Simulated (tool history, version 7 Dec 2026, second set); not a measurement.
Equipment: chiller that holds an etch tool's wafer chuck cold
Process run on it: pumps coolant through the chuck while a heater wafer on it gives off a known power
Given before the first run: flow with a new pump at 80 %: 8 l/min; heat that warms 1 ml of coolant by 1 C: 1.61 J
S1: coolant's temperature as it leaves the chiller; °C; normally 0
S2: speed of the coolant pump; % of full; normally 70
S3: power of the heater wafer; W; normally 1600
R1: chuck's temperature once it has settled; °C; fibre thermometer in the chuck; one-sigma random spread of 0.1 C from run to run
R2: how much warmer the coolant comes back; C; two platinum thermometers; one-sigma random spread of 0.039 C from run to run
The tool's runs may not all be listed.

{"run": 1, "day": 0.0, "S1": 0, "S2": 70, "S3": 1600, "R1": 15.5, "R2": 8.85}
{"run": 2, "day": 5.462, "S1": -9, "S2": 70, "S3": 1600, "R1": 6.7, "R2": 8.85}
{"run": 3, "day": 9.188, "S1": -9, "S2": 70, "S3": 1600, "R1": 6.7, "R2": 8.93}
{"run": 4, "day": 15.467, "S1": 0, "S2": 70, "S3": 1600, "R1": 16, "R2": 8.83}
{"run": 5, "day": 18.962, "S1": 0, "S2": 70, "S3": 1600, "R1": 15.8, "R2": 8.92}
{"run": 6, "day": 23.717, "S1": 0, "S2": 70, "S3": 1600, "R1": 15.7, "R2": 8.86}
{"run": 7, "day": 27.8, "S1": 0, "S2": 70, "S3": 1600, "R1": 15.9, "R2": 8.98}
{"run": 8, "day": 31.65, "S1": 0, "S2": 100, "S3": 1600, "R1": 12.4, "R2": 6.18}
{"run": 9, "day": 35.358, "S1": 0, "S2": 100, "S3": 1600, "R1": 12.5, "R2": 6.15}
{"run": 10, "day": 39.246, "S1": -8, "S2": 97, "S3": 1138, "R1": 1, "R2": 4.59}

Run 11, settings as shown, results not yet in. Your forecast:
{"day": 41.312, "done": "chiller's thermometer calibrated"}
{"run": 11, "day": 44.429, "S1": 0, "S2": 91, "S3": 1600, "R1": "?", "R2": "?"}

R1: 13.6 °C
R2: 6.85 C
On a tool with no hidden condition, and with the same random variation, this run would have come out at R1 12.8 °C, R2 6.5 C.
